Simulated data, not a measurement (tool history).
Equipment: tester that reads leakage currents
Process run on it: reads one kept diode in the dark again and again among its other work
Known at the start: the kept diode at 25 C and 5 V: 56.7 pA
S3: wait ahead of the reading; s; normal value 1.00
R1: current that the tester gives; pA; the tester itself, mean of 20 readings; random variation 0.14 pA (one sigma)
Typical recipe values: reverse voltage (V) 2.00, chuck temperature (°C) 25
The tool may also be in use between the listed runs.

{"run": 1, "hour": 0.0, "reverse voltage (V)": 2.0, "chuck temperature (°C)": 25, "S3": 1.0, "R1": 43.46}
{"run": 2, "hour": 139.4, "reverse voltage (V)": 2.0, "chuck temperature (°C)": 25, "S3": 1.0, "R1": 43.55}
{"run": 3, "hour": 226.2, "reverse voltage (V)": 2.0, "chuck temperature (°C)": 25, "S3": 1.0, "R1": 43.54}
{"run": 4, "hour": 326.6, "reverse voltage (V)": 2.0, "chuck temperature (°C)": 25, "S3": 1.0, "R1": 43.51}
{"run": 5, "hour": 403.6, "reverse voltage (V)": 2.0, "chuck temperature (°C)": 25, "S3": 1.0, "R1": 43.15}
{"run": 6, "hour": 555.8, "reverse voltage (V)": 2.0, "chuck temperature (°C)": 25, "S3": 1.0, "R1": 43.5}
{"run": 7, "hour": 705.3, "reverse voltage (V)": 2.0, "chuck temperature (°C)": 52, "S3": 1.0, "R1": 462.12}
{"run": 8, "hour": 788.7, "reverse voltage (V)": 2.0, "chuck temperature (°C)": 52, "S3": 1.0, "R1": 463.69}
{"run": 9, "hour": 864.2, "reverse voltage (V)": 18.74, "chuck temperature (°C)": 25, "S3": 1.0, "R1": 88.96}
{"run": 10, "hour": 978.6, "reverse voltage (V)": 18.74, "chuck temperature (°C)": 25, "S3": 1.0, "R1": 88.86}
{"run": 11, "hour": 1096.4, "reverse voltage (V)": 18.74, "chuck temperature (°C)": 25, "S3": 1.0, "R1": 89.0}
{"run": 12, "hour": 1197.3, "reverse voltage (V)": 18.74, "chuck temperature (°C)": 25, "S3": 1.0, "R1": 88.15}
{"run": 13, "hour": 1367.1, "reverse voltage (V)": 2.0, "chuck temperature (°C)": 25, "S3": 1.0, "R1": 43.55}
{"run": 14, "hour": 1500.1, "reverse voltage (V)": 2.0, "chuck temperature (°C)": 25, "S3": 1.0, "R1": 43.39}
{"run": 15, "hour": 1597.6, "reverse voltage (V)": 2.0, "chuck temperature (°C)": 25, "S3": 1.0, "R1": 43.26}
{"run": 16, "hour": 1737.3, "reverse voltage (V)": 2.0, "chuck temperature (°C)": 25, "S3": 1.0, "R1": 43.5}
{"run": 17, "hour": 1812.7, "reverse voltage (V)": 2.0, "chuck temperature (°C)": 25, "S3": 1.0, "R1": 43.49}
{"run": 18, "hour": 1935.9, "reverse voltage (V)": 2.0, "chuck temperature (°C)": 25, "S3": 1.0, "R1": 43.24}
{"run": 19, "hour": 2027.2, "reverse voltage (V)": 2.0, "chuck temperature (°C)": 25, "S3": 1.0, "R1": 43.22}
{"run": 20, "hour": 2151.2, "reverse voltage (V)": 2.0, "chuck temperature (°C)": 25, "S3": 1.0, "R1": 43.24}
{"run": 21, "hour": 2310.5, "reverse voltage (V)": 2.0, "chuck temperature (°C)": 25, "S3": 1.0, "R1": 43.74}
{"run": 22, "hour": 2417.3, "reverse voltage (V)": 2.0, "chuck temperature (°C)": 25, "S3": 3.64, "R1": 43.31}
{"run": 23, "hour": 2558.6, "reverse voltage (V)": 2.0, "chuck temperature (°C)": 25, "S3": 3.64, "R1": 43.11}
{"run": 24, "hour": 2672.7, "reverse voltage (V)": 2.0, "chuck temperature (°C)": 22, "S3": 2.06, "R1": 32.29}
{"run": 25, "hour": 2837.9, "reverse voltage (V)": 2.0, "chuck temperature (°C)": 22, "S3": 2.06, "R1": 32.37}
{"run": 26, "hour": 2961.4, "reverse voltage (V)": 2.0, "chuck temperature (°C)": 25, "S3": 0.39, "R1": 43.92}
{"run": 27, "hour": 3110.5, "reverse voltage (V)": 2.0, "chuck temperature (°C)": 25, "S3": 0.49, "R1": 44.13}
{"run": 28, "hour": 3213.6, "reverse voltage (V)": 2.0, "chuck temperature (°C)": 21, "S3": 0.51, "R1": 30.1}
{"run": 29, "hour": 3346.4, "reverse voltage (V)": 2.0, "chuck temperature (°C)": 21, "S3": 0.51, "R1": 29.73}
{"run": 30, "hour": 3449.1, "reverse voltage (V)": 2.0, "chuck temperature (°C)": 31, "S3": 1.0, "R1": 76.65}
{"run": 31, "hour": 3555.0, "reverse voltage (V)": 6.14, "chuck temperature (°C)": 28, "S3": 1.0, "R1": 81.36}
{"run": 32, "hour": 3629.6, "reverse voltage (V)": 2.21, "chuck temperature (°C)": 36, "S3": 1.76, "R1": 122.23}
{"run": 33, "hour": 3803.8, "reverse voltage (V)": 11.31, "chuck temperature (°C)": 57, "S3": 2.69, "R1": 1159.77}
{"run": 34, "hour": 3958.5, "reverse voltage (V)": 11.31, "chuck temperature (°C)": 57, "S3": 1.14, "R1": 1159.33}
{"run": 35, "hour": 4095.2, "reverse voltage (V)": 11.92, "chuck temperature (°C)": 21, "S3": 1.14, "R1": 52.37}
{"run": 36, "hour": 4240.4, "reverse voltage (V)": 11.92, "chuck temperature (°C)": 21, "S3": 1.14, "R1": 52.19}
{"run": 37, "hour": 4384.7, "reverse voltage (V)": 11.92, "chuck temperature (°C)": 21, "S3": 1.14, "R1": 52.27}
{"run": 38, "hour": 4549.7, "reverse voltage (V)": 11.92, "chuck temperature (°C)": 21, "S3": 1.14, "R1": 52.41}
{"run": 39, "hour": 4636.9, "reverse voltage (V)": 1.3, "chuck temperature (°C)": 51, "S3": 2.22, "R1": 372.2}

Missing from the log above: 2 entries noted between runs. For each, name the pair of listed runs it sits between and say how the tool's hidden condition differs from the listed run just before to the listed run just after:
From run 11 to run 12: probe card cleaned and baked (hour 1157.8)
  stray current of the dirty probe card, pA a volt: 0.033 -> 0.02
  the result without the hidden state subtracted from the measured one, R1: +0.19 -> -0.04 pA
From run 18 to run 19: chuck's temperature calibrated (hour 1957.6)
  stray current of the dirty probe card, pA a volt: 0.022 -> 0.023; true chuck temperature over the reading, C: -0.01 -> 0
  the result without the hidden state subtracted from the measured one, R1: -0.03 -> +0.01 pA
